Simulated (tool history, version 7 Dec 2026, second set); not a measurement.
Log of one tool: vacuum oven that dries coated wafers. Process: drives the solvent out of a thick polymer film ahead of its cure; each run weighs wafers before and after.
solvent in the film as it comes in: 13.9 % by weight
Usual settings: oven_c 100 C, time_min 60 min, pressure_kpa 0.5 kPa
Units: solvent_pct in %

run	day	oven_c	time_min	pressure_kpa	solvent_pct
1	0	100	60	0.5	1.63
2	1.996	100	60	0.5	1.75
3	4.362	100	60	0.5	1.72
4	6.6	100	60	0.5	1.67
5	7.854	100	60	0.5	1.7
6	10.304	100	60	0.5	1.71
7	11.725	100	60	0.5	1.84
8	13.125	104	60	0.5	1.38
9	14.95	100	60	0.5	1.75
10	16.9	100	60	0.5	1.75
11	19.442	100	60	0.5	1.8
12	20.738	100	60	0.5	1.8
13	22.754	100	60	1.781	2.87
14	24.471	106	60	0.5	1.14
15	25.6	100	37	0.5	3.45
16	27.967	100	37	0.5	3.42
17	30.146	100	60	0.5	1.81
18	32.679	100	60	0.5	1.81
19	34.296	100	60	0.626	2.01
# day 34.575: vacuum gauge cleaned of residue and calibrated
20	36.417	100	60	0.626	2
21	38.608	100	60	0.508	1.89
22	40.938	100	60	0.751	2.1
23	42.5	100	53	0.407	2.28
24	44.862	90	60	0.693	3.68
25	46.396	100	60	1.982	3.13
26	49.004	100	60	0.788	2.15
# day 50.179: vacuum gauge cleaned of residue and calibrated, once more
27	50.254	88	60	0.311	3.38
28	51.496	88	60	0.311	3.34
29	53.121	88	60	0.311	3.44
30	55.338	100	106	0.693	0.89
31	57.021	104	106	0.5	0.48
32	58.879	100	67	0.369	1.35
33	60.508	113	42	1.002	1.5
34	62.675	113	42	1.002	1.61
35	64.238	100	52	0.5	2.19
36	65.704	100	60	0.676	2.03
# day 66.658: oven's thermocouples calibrated
37	67.529	107	43	1.796	2.37
38	70.196	85	37	0.298	5.45
39	72.033	85	37	0.298	5.66
40	73.404	85	30	0.474	6.56
41	75.225	112	60	1.047	0.9
42	77.929	100	60	0.263	1.43
43	80.283	104	95	0.263	0.41
44	81.608	104	95	0.263	0.5

Measured less the same run without the tool's hidden state. The same run-to-run variation is in both; the gauge's scatter may not be:
The hidden state here: true wafer temperature over the reading, C; true pressure over the reading, kPa; drift of the gauge itself on solvent_pct, %.
run	solvent_pct
1	+0.18
2	+0.18
3	+0.19
4	+0.19
5	+0.2
6	+0.21
7	+0.22
8	+0.19
9	+0.23
10	+0.24
11	+0.25
12	+0.25
13	+0.31
14	+0.2
15	+0.34
16	+0.34
17	+0.29
18	+0.3
19	+0.31
20	+0.38
21	+0.39
22	+0.41
23	+0.42
24	+0.58
25	+0.49
26	+0.44
27	+0.35
28	+0.37
29	+0.37
30	+0.13
31	+0.09
32	+0.24
33	+0.23
34	+0.24
35	+0.34
36	+0.32
37	+0.05
38	+0.09
39	+0.09
40	+0.09
41	+0.05
42	+0.1
43	+0.07
44	+0.06
